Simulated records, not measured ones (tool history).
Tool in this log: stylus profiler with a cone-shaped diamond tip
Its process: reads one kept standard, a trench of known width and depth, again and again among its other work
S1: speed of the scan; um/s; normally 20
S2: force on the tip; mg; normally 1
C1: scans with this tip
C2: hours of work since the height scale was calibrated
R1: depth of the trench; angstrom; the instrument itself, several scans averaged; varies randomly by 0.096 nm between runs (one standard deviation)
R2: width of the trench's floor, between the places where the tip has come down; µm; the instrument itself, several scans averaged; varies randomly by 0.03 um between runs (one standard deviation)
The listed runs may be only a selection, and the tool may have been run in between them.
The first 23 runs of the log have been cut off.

{"run": 24, "day": 74.438, "S1": 68, "S2": 1, "C1": 11254, "C2": 309, "R1": 5025.5, "R2": 24.54}
{"run": 25, "day": 79.033, "S1": 68, "S2": 1, "C1": 11727, "C2": 358, "R1": 5026, "R2": 24.52}
{"run": 26, "day": 82.888, "S1": 51, "S2": 0.35, "C1": 12124, "C2": 399, "R1": 5007.1, "R2": 24.42}
{"run": 27, "day": 86.004, "S1": 51, "S2": 0.35, "C1": 12445, "C2": 433, "R1": 5006.5, "R2": 24.35}
{"run": 28, "day": 88.392, "S1": 26, "S2": 1.52, "C1": 12691, "C2": 458, "R1": 5033.8, "R2": 24.74}
{"run": 29, "day": 92.062, "S1": 36, "S2": 1.19, "C1": 13069, "C2": 498, "R1": 5028.4, "R2": 24.64}
{"run": 30, "day": 96.442, "S1": 25, "S2": 0.37, "C1": 13520, "C2": 545, "R1": 5004.5, "R2": 24.55}
{"run": 31, "day": 101.154, "S1": 25, "S2": 0.37, "C1": 14005, "C2": 595, "R1": 5004.8, "R2": 24.59}
{"run": 32, "day": 105.929, "S1": 25, "S2": 1.74, "C1": 14497, "C2": 646, "R1": 5035.8, "R2": 24.63}
{"run": 33, "day": 109.158, "S1": 30, "S2": 1.74, "C1": 14829, "C2": 681, "R1": 5033.7, "R2": 24.59}
{"run": 34, "day": 113.029, "S1": 59, "S2": 0.42, "C1": 15228, "C2": 722, "R1": 5005.1, "R2": 24.15}
{"run": 35, "day": 117.817, "S1": 14, "S2": 0.4, "C1": 15721, "C2": 774, "R1": 5002, "R2": 24.55}
{"run": 36, "day": 120.662, "S1": 51, "S2": 0.41, "C1": 16014, "C2": 804, "R1": 5000.8, "R2": 24.22}

Predict each of these 4 candidate next runs independently; none follows another, all start after run 36:
{"run": "A", "day": 123.292, "S1": 6, "S2": 0.41, "C1": 16285, "C2": 832, "R1": "?", "R2": "?"}
{"run": "B", "day": 123.292, "S1": 5, "S2": 2.73, "C1": 16285, "C2": 832, "R1": "?", "R2": "?"}
{"run": "C", "day": 123.292, "S1": 28, "S2": 1.94, "C1": 16285, "C2": 832, "R1": "?", "R2": "?"}
{"run": "D", "day": 123.292, "S1": 51, "S2": 0.42, "C1": 16285, "C2": 832, "R1": "?", "R2": "?"}

run=A R1=5000.8 R2=24.6
run=B R1=5049.9 R2=24.66
run=C R1=5034.4 R2=24.54
run=D R1=5002.2 R2=24.22
Take away the tool's hidden state, keep each run's random variation, and the runs would have read:
run=A R1=5018.2 R2=25.58
run=B R1=5067.5 R2=25.64
run=C R1=5051.9 R2=25.53
run=D R1=5019.6 R2=25.2
